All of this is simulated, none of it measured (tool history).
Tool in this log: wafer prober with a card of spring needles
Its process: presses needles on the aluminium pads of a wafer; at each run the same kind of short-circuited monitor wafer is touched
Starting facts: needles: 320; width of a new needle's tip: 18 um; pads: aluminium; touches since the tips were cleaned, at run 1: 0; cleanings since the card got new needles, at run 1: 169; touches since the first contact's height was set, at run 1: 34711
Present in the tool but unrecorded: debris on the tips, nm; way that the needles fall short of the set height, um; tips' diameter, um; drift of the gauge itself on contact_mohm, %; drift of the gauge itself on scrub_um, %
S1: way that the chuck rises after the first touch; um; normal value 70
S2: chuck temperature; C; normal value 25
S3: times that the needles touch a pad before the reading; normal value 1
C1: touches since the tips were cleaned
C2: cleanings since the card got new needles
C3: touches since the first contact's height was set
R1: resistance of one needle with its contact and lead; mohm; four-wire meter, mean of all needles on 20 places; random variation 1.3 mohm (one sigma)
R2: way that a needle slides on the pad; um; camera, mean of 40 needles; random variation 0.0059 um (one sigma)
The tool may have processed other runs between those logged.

| run | hour | S1 | S2 | S3 | C1 | C2 | C3 | R1 | R2 |
|---|---|---|---|---|---|---|---|---|---|
| 1 | 0 | 70 | 25 | 1 | 0 | 169 | 34711 | 217 | 16.636 |
|  | 15 | tips cleaned on abrasive film |
|  | 27 | tips cleaned on abrasive film |
| 2 | 37 | 69 | 25 | 1 | 5193 | 171 | 53794 | 221 | 16.377 |
|  | 40.1 | tips cleaned on abrasive film |
|  | 55.1 | tips cleaned on abrasive film |
|  | 67.1 | tips cleaned on abrasive film |
|  | 73.3 | height of the first contact set anew |
|  | 79.5 | tips cleaned on abrasive film |
| 3 | 79.5 | 59 | 25 | 1 | 0 | 175 | 3160 | 220 | 13.989 |
|  | 94.5 | tips cleaned on abrasive film |
|  | 106.5 | tips cleaned on abrasive film |
|  | 119 | tips cleaned on abrasive film |
| 4 | 119 | 59 | 25 | 1 | 0 | 178 | 23487 | 221 | 13.972 |
|  | 134 | tips cleaned on abrasive film |
|  | 146 | tips cleaned on abrasive film |
| 5 | 154.6 | 59 | 25 | 2 | 4425 | 180 | 41802 | 219 | 13.955 |
|  | 160.6 | tips cleaned on abrasive film |
|  | 172.6 | tips cleaned on abrasive film |
|  | 184.6 | tips cleaned on abrasive film |
|  | 196.6 | tips cleaned on abrasive film |
|  | 210.9 | tips cleaned on abrasive film |
| 6 | 210.9 | 70 | 25 | 1 | 0 | 185 | 70753 | 217 | 16.536 |
|  | 214.2 | height of the first contact set anew |
|  | 226.2 | tips cleaned on abrasive film |
|  | 238.2 | tips cleaned on abrasive film |
| 7 | 243.1 | 70 | 25 | 1 | 2542 | 187 | 14890 | 217 | 16.519 |
|  | 252.1 | tips cleaned on abrasive film |
|  | 264.1 | tips cleaned on abrasive film |
| 8 | 274 | 70 | 25 | 1 | 5108 | 189 | 30803 | 220 | 16.5 |
|  | 277.1 | tips cleaned on abrasive film |
|  | 291.9 | tips cleaned on abrasive film |
|  | 303.9 | tips cleaned on abrasive film |
| 9 | 306.4 | 70 | 25 | 1 | 1304 | 192 | 47472 | 220 | 16.473 |
|  | 318.4 | tips cleaned on abrasive film |
|  | 333.4 | tips cleaned on abrasive film |
| 10 | 343.7 | 70 | 25 | 1 | 5340 | 194 | 66704 | 220 | 16.45 |
|  | 346.8 | tips cleaned on abrasive film |
|  | 356 | height of the first contact set anew |
|  | 362.1 | tips cleaned on abrasive film |
|  | 377 | tips cleaned on abrasive film |
| 11 | 379.5 | 70 | 26 | 1 | 1277 | 197 | 12045 | 221 | 16.452 |
|  | 391.5 | tips cleaned on abrasive film |
|  | 403.5 | card fitted with new needles |
|  | 415.5 | tips cleaned on abrasive film |
|  | 430.5 | tips cleaned on abrasive film |
| 12 | 439.8 | 84 | 25 | 1 | 4835 | 2 | 18726 | 219 | 19.699 |
|  | 442.9 | tips cleaned on abrasive film |
|  | 454.9 | tips cleaned on abrasive film |
|  | 469.9 | tips cleaned on abrasive film |
|  | 481.9 | tips cleaned on abrasive film |
|  | 493.9 | tips cleaned on abrasive film |
| 13 | 504.5 | 84 | 25 | 1 | 5519 | 7 | 52027 | 219 | 19.663 |
|  | 507.6 | tips cleaned on abrasive film |
|  | 522.6 | tips cleaned on abrasive film |
|  | 537.6 | tips cleaned on abrasive film |
|  | 543.8 | height of the first contact set anew |
|  | 549.9 | tips cleaned on abrasive film |
|  | 564.9 | tips cleaned on abrasive film |
| 14 | 570.1 | 56 | 116 | 1 | 2700 | 12 | 13504 | 243 | 13.08 |
|  | 579.1 | tips cleaned on abrasive film |
|  | 594.1 | tips cleaned on abrasive film |
|  | 606.1 | tips cleaned on abrasive film |
| 15 | 609 | 61 | 97 | 2 | 1485 | 15 | 33509 | 238 | 14.223 |
|  | 621 | tips cleaned on abrasive film |
|  | 635.9 | tips cleaned on abrasive film |
| 16 | 638.6 | 58 | 39 | 3 | 1383 | 17 | 48770 | 225 | 13.506 |
|  | 650.6 | tips cleaned on abrasive film |
|  | 662.6 | tips cleaned on abrasive film |
|  | 677.5 | tips cleaned on abrasive film |
|  | 683.8 | height of the first contact set anew |
| 17 | 687.5 | 58 | 39 | 3 | 5002 | 20 | 1916 | 225 | 13.497 |
|  | 690.6 | tips cleaned on abrasive film |
|  | 705.5 | tips cleaned on abrasive film |
|  | 708.4 | gauge calibrated |
|  | 717.5 | tips cleaned on abrasive film |
|  | 729.5 | tips cleaned on abrasive film |
|  | 744.5 | tips cleaned on abrasive film |
| 18 | 754.6 | 58 | 39 | 3 | 5243 | 25 | 36439 | 226 | 13.76 |
|  | 757.7 | tips cleaned on abrasive film |
|  | 769.7 | tips cleaned on abrasive film |
|  | 784.6 | tips cleaned on abrasive film |
|  | 796.7 | tips cleaned on abrasive film |
|  | 809.6 | tips cleaned on abrasive film |
| 19 | 809.6 | 58 | 39 | 3 | 0 | 30 | 64696 | 226 | 13.741 |
|  | 824.4 | tips cleaned on abrasive film |
|  | 824.7 | height of the first contact set anew |
|  | 836.7 | tips cleaned on abrasive film |
|  | 851.7 | tips cleaned on abrasive film |
| 20 | 851.8 | 58 | 39 | 3 | 74 | 33 | 13965 | 223 | 13.721 |
|  | 863.8 | tips cleaned on abrasive film |
|  | 875.8 | tips cleaned on abrasive film |
| 21 | 881 | 70 | 30 | 2 | 2662 | 35 | 28978 | 222 | 16.55 |
|  | 890 | tips cleaned on abrasive film |
|  | 905 | tips cleaned on abrasive film |
|  | 920 | tips cleaned on abrasive film |
| 22 | 926.5 | 55 | 28 | 2 | 3388 | 38 | 52429 | 223 | 12.99 |
|  | 932.5 | tips cleaned on abrasive film |
|  | 947.5 | tips cleaned on abrasive film |
|  | 959.5 | tips cleaned on abrasive film |
|  | 965.8 | height of the first contact set anew |
|  | 971.8 | tips cleaned on abrasive film |
| 23 | 974 | 70 | 32 | 1 | 1124 | 42 | 4212 | 220 | 16.499 |
|  | 986 | tips cleaned on abrasive film |
|  | 998 | tips cleaned on abrasive film |
|  | 1010.2 | tips cleaned on abrasive film |
| 24 | 1010.2 | 54 | 32 | 2 | 0 | 45 | 22791 | 222 | 12.711 |
|  | 1022.2 | tips cleaned on abrasive film |
|  | 1037.2 | tips cleaned on abrasive film |
|  | 1052.1 | tips cleaned on abrasive film |
| 25 | 1059.8 | 54 | 32 | 2 | 4021 | 48 | 48396 | 224 | 12.698 |

Across each entry between runs, compare the hidden state at the last listed run before it with the hidden state at the first listed run after it:
Logged between run 1 and run 2: tips cleaned on abrasive film (hour 15); tips cleaned on abrasive film (hour 27)
  debris on the tips, nm: 0.4 -> 3.2; drift of the gauge itself on scrub_um, %: 0 -> -0.12
  what was measured, less what the result would be without the hidden state, R2: -0.001 -> -0.021 um
Logged between run 2 and run 3: tips cleaned on abrasive film (hour 40.1); tips cleaned on abrasive film (hour 55.1); tips cleaned on abrasive film (hour 67.1); height of the first contact set anew (hour 73.3); tips cleaned on abrasive film (hour 79.5)
  debris on the tips, nm: 3.2 -> 0.3; way that the needles fall short of the set height, um: 0.01 -> 0; drift of the gauge itself on scrub_um, %: -0.12 -> -0.25
  what was measured, less what the result would be without the hidden state, R2: -0.021 -> -0.035 um
Logged between run 3 and run 4: tips cleaned on abrasive film (hour 94.5); tips cleaned on abrasive film (hour 106.5); tips cleaned on abrasive film (hour 119)
  debris on the tips, nm: 0.3 -> 0.4; tips' diameter, um: 18.07 -> 18.08; drift of the gauge itself on scrub_um, %: -0.25 -> -0.37
  what was measured, less what the result would be without the hidden state, R2: -0.035 -> -0.053 um
Logged between run 4 and run 5: tips cleaned on abrasive film (hour 134); tips cleaned on abrasive film (hour 146)
  debris on the tips, nm: 0.4 -> 3.3; way that the needles fall short of the set height, um: 0 -> 0.01; drift of the gauge itself on scrub_um, %: -0.37 -> -0.49
  what was measured, less what the result would be without the hidden state, R2: -0.053 -> -0.07 um
Logged between run 5 and run 6: tips cleaned on abrasive film (hour 160.6); tips cleaned on abrasive film (hour 172.6); tips cleaned on abrasive film (hour 184.6); tips cleaned on abrasive film (hour 196.6); tips cleaned on abrasive film (hour 210.9)
  debris on the tips, nm: 3.3 -> 0.5; drift of the gauge itself on scrub_um, %: -0.49 -> -0.66
  what was measured, less what the result would be without the hidden state, R2: -0.07 -> -0.114 um
Logged between run 6 and run 7: height of the first contact set anew (hour 214.2); tips cleaned on abrasive film (hour 226.2); tips cleaned on abrasive film (hour 238.2)
  debris on the tips, nm: 0.5 -> 2.1; way that the needles fall short of the set height, um: 0.01 -> 0; drift of the gauge itself on scrub_um, %: -0.66 -> -0.76
  what was measured, less what the result would be without the hidden state, R2: -0.114 -> -0.128 um
Logged between run 7 and run 8: tips cleaned on abrasive film (hour 252.1); tips cleaned on abrasive film (hour 264.1)
  debris on the tips, nm: 2.1 -> 3.4; way that the needles fall short of the set height, um: 0 -> 0.01; drift of the gauge itself on scrub_um, %: -0.76 -> -0.86
  what was measured, less what the result would be without the hidden state, R2: -0.128 -> -0.145 um
Logged between run 8 and run 9: tips cleaned on abrasive film (hour 277.1); tips cleaned on abrasive film (hour 291.9); tips cleaned on abrasive film (hour 303.9)
  debris on the tips, nm: 3.4 -> 1.4; drift of the gauge itself on scrub_um, %: -0.86 -> -0.96
  what was measured, less what the result would be without the hidden state, R2: -0.145 -> -0.162 um
Logged between run 9 and run 10: tips cleaned on abrasive film (hour 318.4); tips cleaned on abrasive film (hour 333.4)
  debris on the tips, nm: 1.4 -> 3.1; drift of the gauge itself on scrub_um, %: -0.96 -> -1.08
  what was measured, less what the result would be without the hidden state, R2: -0.162 -> -0.183 um
Logged between run 10 and run 11: tips cleaned on abrasive film (hour 346.8); height of the first contact set anew (hour 356); tips cleaned on abrasive film (hour 362.1); tips cleaned on abrasive film (hour 377)
  debris on the tips, nm: 3.1 -> 1.4; way that the needles fall short of the set height, um: 0.01 -> 0; drift of the gauge itself on scrub_um, %: -1.08 -> -1.19
  what was measured, less what the result would be without the hidden state, R2: -0.183 -> -0.199 um
Logged between run 11 and run 12: tips cleaned on abrasive film (hour 391.5); card fitted with new needles (hour 403.5); tips cleaned on abrasive film (hour 415.5); tips cleaned on abrasive film (hour 430.5)
  debris on the tips, nm: 1.4 -> 3.1; tips' diameter, um: 18.08 -> 18; drift of the gauge itself on scrub_um, %: -1.19 -> -1.34
  what was measured, less what the result would be without the hidden state, R2: -0.199 -> -0.269 um
Logged between run 12 and run 13: tips cleaned on abrasive film (hour 442.9); tips cleaned on abrasive film (hour 454.9); tips cleaned on abrasive film (hour 469.9); tips cleaned on abrasive film (hour 481.9); tips cleaned on abrasive film (hour 493.9)
  debris on the tips, nm: 3.1 -> 3.4; way that the needles fall short of the set height, um: 0 -> 0.01; drift of the gauge itself on scrub_um, %: -1.34 -> -1.55
  what was measured, less what the result would be without the hidden state, R2: -0.269 -> -0.311 um
Logged between run 13 and run 14: tips cleaned on abrasive film (hour 507.6); tips cleaned on abrasive film (hour 522.6); tips cleaned on abrasive film (hour 537.6); height of the first contact set anew (hour 543.8); tips cleaned on abrasive film (hour 549.9); tips cleaned on abrasive film (hour 564.9)
  debris on the tips, nm: 3.4 -> 2.6; way that the needles fall short of the set height, um: 0.01 -> 0; tips' diameter, um: 18 -> 18.01; drift of the gauge itself on scrub_um, %: -1.55 -> -1.75
  what was measured, less what the result would be without the hidden state, R2: -0.311 -> -0.234 um
Logged between run 14 and run 15: tips cleaned on abrasive film (hour 579.1); tips cleaned on abrasive film (hour 594.1); tips cleaned on abrasive film (hour 606.1)
  debris on the tips, nm: 2.6 -> 1.6; way that the needles fall short of the set height, um: 0 -> 0.01; drift of the gauge itself on scrub_um, %: -1.75 -> -1.88
  what was measured, less what the result would be without the hidden state, R2: -0.234 -> -0.273 um
Logged between run 15 and run 16: tips cleaned on abrasive film (hour 621); tips cleaned on abrasive film (hour 635.9)
  debris on the tips, nm: 1.6 -> 1.5; drift of the gauge itself on scrub_um, %: -1.88 -> -1.97
  what was measured, less what the result would be without the hidden state, R2: -0.273 -> -0.273 um
Logged between run 16 and run 17: tips cleaned on abrasive film (hour 650.6); tips cleaned on abrasive film (hour 662.6); tips cleaned on abrasive film (hour 677.5); height of the first contact set anew (hour 683.8)
  debris on the tips, nm: 1.5 -> 3.3; way that the needles fall short of the set height, um: 0.01 -> 0; drift of the gauge itself on scrub_um, %: -1.97 -> -2.12
  what was measured, less what the result would be without the hidden state, R2: -0.273 -> -0.292 um
Logged between run 17 and run 18: tips cleaned on abrasive film (hour 690.6); tips cleaned on abrasive film (hour 705.5); gauge calibrated (hour 708.4); tips cleaned on abrasive film (hour 717.5); tips cleaned on abrasive film (hour 729.5); tips cleaned on abrasive film (hour 744.5)
  debris on the tips, nm: 3.3 -> 3.4; drift of the gauge itself on scrub_um, %: -2.12 -> -0.15
  what was measured, less what the result would be without the hidden state, R2: -0.292 -> -0.021 um
Logged between run 18 and run 19: tips cleaned on abrasive film (hour 757.7); tips cleaned on abrasive film (hour 769.7); tips cleaned on abrasive film (hour 784.6); tips cleaned on abrasive film (hour 796.7); tips cleaned on abrasive film (hour 809.6)
  debris on the tips, nm: 3.4 -> 0.2; way that the needles fall short of the set height, um: 0 -> 0.01; drift of the gauge itself on scrub_um, %: -0.15 -> -0.32
  what was measured, less what the result would be without the hidden state, R2: -0.021 -> -0.046 um
Logged between run 19 and run 20: tips cleaned on abrasive film (hour 824.4); height of the first contact set anew (hour 824.7); tips cleaned on abrasive film (hour 836.7); tips cleaned on abrasive film (hour 851.7)
  debris on the tips, nm: 0.2 -> 0.5; way that the needles fall short of the set height, um: 0.01 -> 0; drift of the gauge itself on scrub_um, %: -0.32 -> -0.45
  what was measured, less what the result would be without the hidden state, R2: -0.046 -> -0.063 um
Logged between run 20 and run 21: tips cleaned on abrasive film (hour 863.8); tips cleaned on abrasive film (hour 875.8)
  debris on the tips, nm: 0.5 -> 2.3; way that the needles fall short of the set height, um: 0 -> 0.01; drift of the gauge itself on scrub_um, %: -0.45 -> -0.54
  what was measured, less what the result would be without the hidden state, R2: -0.063 -> -0.091 um
Logged between run 21 and run 22: tips cleaned on abrasive film (hour 890); tips cleaned on abrasive film (hour 905); tips cleaned on abrasive film (hour 920)
  debris on the tips, nm: 2.3 -> 2.8; tips' diameter, um: 18.01 -> 18.02; drift of the gauge itself on scrub_um, %: -0.54 -> -0.69
  what was measured, less what the result would be without the hidden state, R2: -0.091 -> -0.092 um
Logged between run 22 and run 23: tips cleaned on abrasive film (hour 932.5); tips cleaned on abrasive film (hour 947.5); tips cleaned on abrasive film (hour 959.5); height of the first contact set anew (hour 965.8); tips cleaned on abrasive film (hour 971.8)
  debris on the tips, nm: 2.8 -> 1.2; way that the needles fall short of the set height, um: 0.01 -> 0; drift of the gauge itself on scrub_um, %: -0.69 -> -0.83
  what was measured, less what the result would be without the hidden state, R2: -0.092 -> -0.139 um
Logged between run 23 and run 24: tips cleaned on abrasive film (hour 986); tips cleaned on abrasive film (hour 998); tips cleaned on abrasive film (hour 1010.2)
  debris on the tips, nm: 1.2 -> 0.3; drift of the gauge itself on scrub_um, %: -0.83 -> -0.95
  what was measured, less what the result would be without the hidden state, R2: -0.139 -> -0.123 um
Logged between run 24 and run 25: tips cleaned on abrasive film (hour 1022.2); tips cleaned on abrasive film (hour 1037.2); tips cleaned on abrasive film (hour 1052.1)
  debris on the tips, nm: 0.3 -> 2.9; way that the needles fall short of the set height, um: 0 -> 0.01; drift of the gauge itself on scrub_um, %: -0.95 -> -1.11
  what was measured, less what the result would be without the hidden state, R2: -0.123 -> -0.144 um
